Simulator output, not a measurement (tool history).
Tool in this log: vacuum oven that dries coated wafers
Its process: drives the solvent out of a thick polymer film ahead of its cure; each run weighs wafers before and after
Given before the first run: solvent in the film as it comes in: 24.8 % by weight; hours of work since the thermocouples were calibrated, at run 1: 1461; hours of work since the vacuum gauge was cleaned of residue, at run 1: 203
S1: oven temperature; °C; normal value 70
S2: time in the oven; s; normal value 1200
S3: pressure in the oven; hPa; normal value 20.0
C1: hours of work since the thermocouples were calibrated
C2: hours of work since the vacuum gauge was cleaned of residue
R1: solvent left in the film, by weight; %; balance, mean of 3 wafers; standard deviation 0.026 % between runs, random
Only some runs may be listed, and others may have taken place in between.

run 1 hour=0.0 | S1=70 S2=1200 S3=20.0 | C1=1461 C2=203 | R1=4.28
run 2 hour=50.2 | S1=70 S2=1200 S3=20.0 | C1=1485 C2=227 | R1=4.31
run 3 hour=94.3 | S1=70 S2=1200 S3=20.0 | C1=1506 C2=249 | R1=4.31
run 4 hour=124.2 | S1=70 S2=1200 S3=12.3 | C1=1521 C2=263 | R1=4.02
run 5 hour=182.8 | S1=70 S2=1200 S3=12.3 | C1=1550 C2=292 | R1=3.95
run 6 hour=215.3 | S1=57 S2=1200 S3=12.3 | C1=1565 C2=308 | R1=11.16
-- hour=261.2 oven's thermocouples calibrated
run 7 hour=264.4 | S1=57 S2=1200 S3=12.3 | C1=2 C2=331 | R1=11.17
run 8 hour=326.1 | S1=57 S2=1200 S3=12.3 | C1=32 C2=361 | R1=11.21
run 9 hour=377.8 | S1=57 S2=1200 S3=12.3 | C1=57 C2=386 | R1=11.34
run 10 hour=424.9 | S1=57 S2=1200 S3=12.3 | C1=80 C2=409 | R1=11.21
run 11 hour=465.8 | S1=57 S2=1200 S3=12.3 | C1=100 C2=429 | R1=11.17
run 12 hour=514.8 | S1=70 S2=1200 S3=20.0 | C1=124 C2=453 | R1=4.32
run 13 hour=575.7 | S1=70 S2=1200 S3=20.0 | C1=153 C2=482 | R1=4.30
run 14 hour=601.8 | S1=70 S2=1200 S3=20.0 | C1=166 C2=495 | R1=4.33
run 15 hour=637.9 | S1=70 S2=1740 S3=20.0 | C1=184 C2=513 | R1=2.53
run 16 hour=685.4 | S1=70 S2=1740 S3=20.0 | C1=207 C2=536 | R1=2.51
run 17 hour=730.3 | S1=74 S2=1200 S3=20.0 | C1=229 C2=558 | R1=2.69
run 18 hour=762.7 | S1=74 S2=1200 S3=11.6 | C1=244 C2=574 | R1=2.37
run 19 hour=812.0 | S1=74 S2=1200 S3=11.6 | C1=268 C2=598 | R1=2.36
run 20 hour=847.7 | S1=70 S2=1200 S3=20.0 | C1=286 C2=615 | R1=4.36
run 21 hour=911.1 | S1=70 S2=2040 S3=20.0 | C1=317 C2=646 | R1=1.94
run 22 hour=971.0 | S1=70 S2=2040 S3=20.0 | C1=346 C2=675 | R1=1.96
run 23 hour=1012.2 | S1=70 S2=2040 S3=13.1 | C1=366 C2=695 | R1=1.64
run 24 hour=1042.1 | S1=70 S2=600 S3=39.1 | C1=381 C2=710 | R1=9.61
run 25 hour=1087.6 | S1=70 S2=600 S3=39.1 | C1=403 C2=732 | R1=9.62
run 26 hour=1146.6 | S1=70 S2=600 S3=39.1 | C1=432 C2=761 | R1=9.64
run 27 hour=1181.2 | S1=70 S2=600 S3=39.1 | C1=448 C2=778 | R1=9.62
run 28 hour=1219.0 | S1=70 S2=600 S3=74.2 | C1=467 C2=796 | R1=10.74
run 29 hour=1263.5 | S1=66 S2=1500 S3=13.8 | C1=489 C2=818 | R1=4.56
run 30 hour=1307.7 | S1=66 S2=1500 S3=13.8 | C1=510 C2=839 | R1=4.62
run 31 hour=1343.9 | S1=66 S2=1500 S3=13.8 | C1=528 C2=857 | R1=4.62
run 32 hour=1380.2 | S1=70 S2=1200 S3=21.5 | C1=545 C2=875 | R1=4.36
run 33 hour=1422.8 | S1=81 S2=1680 S3=36.8 | C1=566 C2=895 | R1=1.24
run 34 hour=1466.0 | S1=81 S2=1680 S3=36.8 | C1=587 C2=916 | R1=1.24
run 35 hour=1498.6 | S1=81 S2=1380 S3=12.2 | C1=603 C2=932 | R1=0.62
run 36 hour=1551.5 | S1=81 S2=1380 S3=12.2 | C1=629 C2=958 | R1=0.63
run 37 hour=1603.6 | S1=81 S2=1380 S3=12.2 | C1=654 C2=983 | R1=0.62
run 38 hour=1648.3 | S1=81 S2=1380 S3=12.2 | C1=676 C2=1005 | R1=0.62
run 39 hour=1686.7 | S1=64 S2=720 S3=21.8 | C1=695 C2=1024 | R1=11.08
run 40 hour=1728.7 | S1=64 S2=720 S3=21.8 | C1=715 C2=1044 | R1=11.16
run 41 hour=1767.2 | S1=63 S2=780 S3=66.6 | C1=734 C2=1063 | R1=12.84
run 42 hour=1812.8 | S1=80 S2=1020 S3=25.4 | C1=756 C2=1085 | R1=1.74
run 43 hour=1841.4 | S1=80 S2=1020 S3=25.4 | C1=770 C2=1099 | R1=1.74

Consider 5 possible next runs. They are alternatives, not a sequence: every one starts from the tool as it was left by run 43. What does each give?
run A hour=1883.3 | S1=57 S2=1200 S3=26.4 | C1=791 C2=1120 | R1=?
run B hour=1883.3 | S1=80 S2=1680 S3=25.4 | C1=791 C2=1120 | R1=?
run C hour=1883.3 | S1=64 S2=840 S3=60.7 | C1=791 C2=1120 | R1=?
run D hour=1883.3 | S1=70 S2=660 S3=14.7 | C1=791 C2=1120 | R1=?
run E hour=1883.3 | S1=71 S2=780 S3=28.1 | C1=791 C2=1120 | R1=?

run=A R1=11.91
run=B R1=0.98
run=C R1=11.74
run=D R1=8.14
run=E R1=6.93
With the hidden condition removed and each run's random variation left untouched, the same runs would have given:
run=A R1=11.94
run=B R1=0.98
run=C R1=11.77
run=D R1=8.17
run=E R1=6.96
